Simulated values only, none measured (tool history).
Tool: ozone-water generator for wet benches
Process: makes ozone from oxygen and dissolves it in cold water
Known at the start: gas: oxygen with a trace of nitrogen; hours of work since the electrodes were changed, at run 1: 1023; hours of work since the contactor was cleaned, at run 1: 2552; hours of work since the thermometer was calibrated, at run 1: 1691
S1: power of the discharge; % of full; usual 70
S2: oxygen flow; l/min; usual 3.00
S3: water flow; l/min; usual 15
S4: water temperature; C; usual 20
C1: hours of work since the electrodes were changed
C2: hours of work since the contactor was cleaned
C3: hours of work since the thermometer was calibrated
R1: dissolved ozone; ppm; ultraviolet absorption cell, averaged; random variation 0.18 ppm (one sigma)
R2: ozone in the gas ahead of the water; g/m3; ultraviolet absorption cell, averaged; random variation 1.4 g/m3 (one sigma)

run,hour,S1,S2,S3,S4,C1,C2,C3,R1,R2
1,0.0,70,3.00,15,20,1023,2552,1691,23.8,251.3
2,151.7,70,3.00,15,20,1136,2665,1804,23.5,249.6
3,360.7,70,3.00,15,20,1292,2821,1960,23.8,248.9
4,533.3,70,3.00,15,20,1421,2950,2089,23.4,247.9
5,734.9,70,3.00,15,20,1572,3100,2240,23.3,244.6
6,930.8,70,3.00,15,20,1718,3246,2386,23.1,246.6
# hour 1131.2: water thermometer calibrated
7,1147.7,70,3.00,15,20,1879,3408,12,23.0,245.8
8,1347.7,70,3.00,15,20,2029,3557,162,23.2,242.6
9,1465.3,70,4.88,15,14,2117,3645,249,28.4,213.1
10,1582.2,70,4.88,15,14,2204,3732,337,28.5,211.6
11,1709.5,70,4.88,15,14,2299,3827,432,28.4,210.8
12,1868.2,71,1.66,15,20,2417,3946,550,18.5,294.6
13,1966.1,91,3.00,15,13,2490,4019,623,31.3,300.6
14,2103.5,91,3.00,15,13,2593,4122,726,30.8,300.7
15,2281.8,91,3.00,15,13,2726,4255,859,30.9,297.2
16,2466.9,91,3.00,15,13,2864,4393,997,30.1,298.1

How the hidden state differs across the entries between the runs, from the last listed run before each to the first after it:
Between runs 6 and 7: water thermometer calibrated (hour 1131.2)
  yield of the discharge, % of new electrodes': 96.4 -> 96.1; contactor's efficiency, % of a clean one's: 94 -> 93.7; true water temperature over the reading, C: 0.09 -> 0.02
  measured less the result without the state, R1: -1.5 -> -1.6 ppm; R2: -9.1 -> -10.0 g/m3
